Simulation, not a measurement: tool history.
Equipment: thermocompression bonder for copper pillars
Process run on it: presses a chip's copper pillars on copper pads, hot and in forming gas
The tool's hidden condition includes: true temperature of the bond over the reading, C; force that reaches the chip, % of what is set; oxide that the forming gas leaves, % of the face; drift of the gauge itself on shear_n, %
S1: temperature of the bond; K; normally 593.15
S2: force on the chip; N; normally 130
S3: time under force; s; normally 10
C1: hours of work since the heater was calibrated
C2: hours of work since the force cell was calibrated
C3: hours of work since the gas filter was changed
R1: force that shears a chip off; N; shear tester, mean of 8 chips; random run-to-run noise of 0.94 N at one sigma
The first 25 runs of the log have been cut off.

run	hour	S1	S2	S3	C1	C2	C3	R1
26	397.4	618.15	83	19	451	776	112	90.1
27	412.2	590.15	106	10	461	786	121	62.3
28	425.4	590.15	161	10	470	795	130	76.1
29	441.6	590.15	161	10	481	805	141	76.5
30	460.8	590.15	161	10	493	818	154	76.4
31	477	577.15	88	22	504	829	164	63
32	491.4	565.15	108	8	514	838	174	38.9
33	506.2	603.15	109	28	523	848	183	92.8
34	525.6	572.15	129	7	536	861	196	45.7
35	536.7	572.15	129	7	544	868	204	45.5
36	548.6	596.15	114	10	551	876	212	67.8
# hour 555.2: forming gas filter changed
37	567	596.15	114	10	563	888	8	69.5

Branching from run 37: 3 alternative next runs. What would each branch give?
A	578.1	598.15	130	23	571	895	15	?
B	578.1	567.15	194	11	571	895	15	?
C	578.1	597.15	114	15	571	895	15	?

run	R1
A	98.6
B	68.4
C	81.7
Had the tool no hidden state, the same runs would have come out as:
run	R1
A	105.1
B	75.1
C	88.5
